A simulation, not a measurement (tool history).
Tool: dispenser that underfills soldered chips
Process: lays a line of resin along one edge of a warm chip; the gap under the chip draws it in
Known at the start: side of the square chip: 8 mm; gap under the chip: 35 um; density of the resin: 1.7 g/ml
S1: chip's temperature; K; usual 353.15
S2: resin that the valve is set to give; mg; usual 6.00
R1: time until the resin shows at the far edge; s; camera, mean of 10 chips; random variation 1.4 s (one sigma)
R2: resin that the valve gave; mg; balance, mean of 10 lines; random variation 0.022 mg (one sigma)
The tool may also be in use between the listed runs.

| run | hour | S1 | S2 | R1 | R2 |
|---|---|---|---|---|---|
| 1 | 0.0 | 353.15 | 6.00 | 241.8 | 5.91 |
|  | 4.8 | new syringe of resin |
| 2 | 6.5 | 353.15 | 6.00 | 151.1 | 5.92 |
| 3 | 11.2 | 353.15 | 6.00 | 191.5 | 5.94 |
| 4 | 15.1 | 353.15 | 6.00 | 235.6 | 5.89 |
|  | 20.7 | new syringe of resin |
| 5 | 23.0 | 353.15 | 6.00 | 150.9 | 5.91 |
| 6 | 29.2 | 356.15 | 6.00 | 190.6 | 5.85 |
|  | 36.3 | new syringe of resin |
| 7 | 36.5 | 356.15 | 6.00 | 123.5 | 5.85 |
| 8 | 44.6 | 353.15 | 7.40 | 204.1 | 7.23 |
|  | 52.1 | new syringe of resin |
| 9 | 52.1 | 353.15 | 7.40 | 129.7 | 7.15 |
| 10 | 59.5 | 353.15 | 7.40 | 195.0 | 7.19 |
| 11 | 65.3 | 353.15 | 7.40 | 261.4 | 7.15 |
|  | 67.7 | new syringe of resin |
| 12 | 70.7 | 353.15 | 7.40 | 155.7 | 7.13 |
| 13 | 79.0 | 353.15 | 7.40 | 240.0 | 7.10 |
|  | 83.2 | new syringe of resin |
| 14 | 87.7 | 353.15 | 6.02 | 165.3 | 5.78 |
| 15 | 91.8 | 353.15 | 6.69 | 198.1 | 6.43 |
| 16 | 95.4 | 350.15 | 6.00 | 275.3 | 5.72 |
|  | 99.1 | new syringe of resin |
| 17 | 103.1 | 353.15 | 6.00 | 161.7 | 5.75 |
| 18 | 107.2 | 353.15 | 6.00 | 204.4 | 5.70 |
|  | 114.8 | new syringe of resin |
| 19 | 114.8 | 353.15 | 6.00 | 130.5 | 5.68 |
|  | 116.5 | dispensing valve cleaned and set on the balance |
| 20 | 121.8 | 358.15 | 6.00 | 150.6 | 6.00 |
| 21 | 126.3 | 353.15 | 5.86 | 229.8 | 5.83 |
| 22 | 130.6 | 356.15 | 6.97 | 253.6 | 6.95 |
|  | 131.7 | new syringe of resin |
| 23 | 134.5 | 359.15 | 6.37 | 119.7 | 6.32 |
| 24 | 141.0 | 353.15 | 6.61 | 212.9 | 6.57 |
|  | 147.3 | new syringe of resin |
| 25 | 148.4 | 362.15 | 7.02 | 101.6 | 6.95 |
| 26 | 152.4 | 357.15 | 6.90 | 146.7 | 6.83 |
| 27 | 156.1 | 353.15 | 6.71 | 205.6 | 6.63 |
| 28 | 162.4 | 353.15 | 6.71 | 292.9 | 6.61 |
|  | 163.4 | new syringe of resin |
| 29 | 167.4 | 353.15 | 6.71 | 158.2 | 6.60 |
| 30 | 175.5 | 351.15 | 7.19 | 255.0 | 7.06 |
|  | 179.1 | new syringe of resin |
| 31 | 179.3 | 345.15 | 6.55 | 173.0 | 6.44 |
| 32 | 185.5 | 345.15 | 6.55 | 248.0 | 6.40 |
| 33 | 190.2 | 345.15 | 6.55 | 313.3 | 6.42 |
|  | 195.1 | new syringe of resin |
| 34 | 195.1 | 345.15 | 6.55 | 168.6 | 6.33 |
| 35 | 200.1 | 345.15 | 5.34 | 228.4 | 5.21 |
| 36 | 206.8 | 345.15 | 5.34 | 327.0 | 5.20 |

Hidden state or all else? Some run-to-run changes of R1, split into what the settings, what came in and random variation would give without the hidden state, and what is left for the hidden state (with any gauge scatter that isn't in both results):
The hidden state here: resin's viscosity, % of fresh resin's; dose that the valve gives, % of what is set; true chip temperature over the reading, C; drift of the gauge itself on fill_s, %; drift of the gauge itself on given_mg, %.
Run 22 -> 23: S1 356.15 -> 359.15, S2 6.97 -> 6.37, new syringe of resin. R1 -133.9 s: hidden state -121.8, all else -12.1.
Run 28 -> 29: new syringe of resin. R1 -134.7 s: hidden state -134.4, all else -0.3.
Run 33 -> 34: new syringe of resin. R1 -144.7 s: hidden state -144.6, all else -0.1.
